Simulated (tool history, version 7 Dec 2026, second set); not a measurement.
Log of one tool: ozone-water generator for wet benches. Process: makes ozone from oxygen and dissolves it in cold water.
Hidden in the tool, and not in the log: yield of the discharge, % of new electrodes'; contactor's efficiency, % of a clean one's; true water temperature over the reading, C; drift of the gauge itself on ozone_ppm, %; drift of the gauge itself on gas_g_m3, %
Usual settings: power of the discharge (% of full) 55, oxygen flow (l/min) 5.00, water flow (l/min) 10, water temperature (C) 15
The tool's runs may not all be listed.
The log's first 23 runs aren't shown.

run    hour  power of the discharge (% of full)  oxygen flow (l/min)  water flow (l/min)  water temperature (C)  hours of work since the electrodes were changed  hours of work since the contactor was cleaned  hours of work since the thermometer was calibrated  dissolved ozone (ppm)  ozone in the gas ahead of the water (g/m3)
 24   796.3                                  48                 4.99                  14                      9                                             1648                                           4586                                                4954                   24.1                                       169.6
 25   826.6                                  48                 5.96                   9                      9                                             1670                                           4608                                                4975                   30.5                                       150.7
 26   876.0                                  55                 7.47                  10                     15                                             1705                                           4643                                                5010                   26.5                                       143.4
 27   901.2                                  55                 7.47                  10                     15                                             1722                                           4661                                                5028                   26.3                                       144.8
 28   931.0                                  69                 5.00                  13                     15                                             1744                                           4682                                                5049                   30.3                                       224.6
 29   971.0                                  69                 5.00                  13                     15                                             1772                                           4710                                                5078                   30.1                                       222.7
 30   992.3                                  54                 5.00                  16                     15                                             1787                                           4725                                                5093                   22.1                                       183.8
 31  1017.0                                  54                 5.00                  16                     15                                             1804                                           4743                                                5110                   21.8                                       185.6
 32  1059.2                                  60                 5.09                  15                     22                                             1834                                           4773                                                5140                   21.7                                       197.3
 33  1086.5                                  55                 5.00                  10                     19                                             1854                                           4792                                                5159                   27.5                                       186.2

Forecast each of these 4 alternatives for the next run:
  A  1106.6                                  45                 3.28                  10                     19                                             1868                                           4806                                                5174                      ?                                           ?
  B  1106.6                                  89                 5.00                   9                     16                                             1868                                           4806                                                5174                      ?                                           ?
  C  1106.6                                  82                 5.00                  10                     22                                             1868                                           4806                                                5174                      ?                                           ?
  D  1106.6                                  55                 3.02                  15                     15                                             1868                                           4806                                                5174                      ?                                           ?

run  dissolved ozone (ppm)  ozone in the gas ahead of the water (g/m3)
  A                   26.0                                       211.4
  B                   44.2                                       264.7
  C                   34.7                                       250.3
  D                   24.4                                       260.2
Without the tool's hidden state the same runs would have given:
run  dissolved ozone (ppm)  ozone in the gas ahead of the water (g/m3)
  A                   28.1                                       219.0
  B                   49.0                                       282.0
  C                   38.4                                       265.8
  D                   26.7                                       271.8
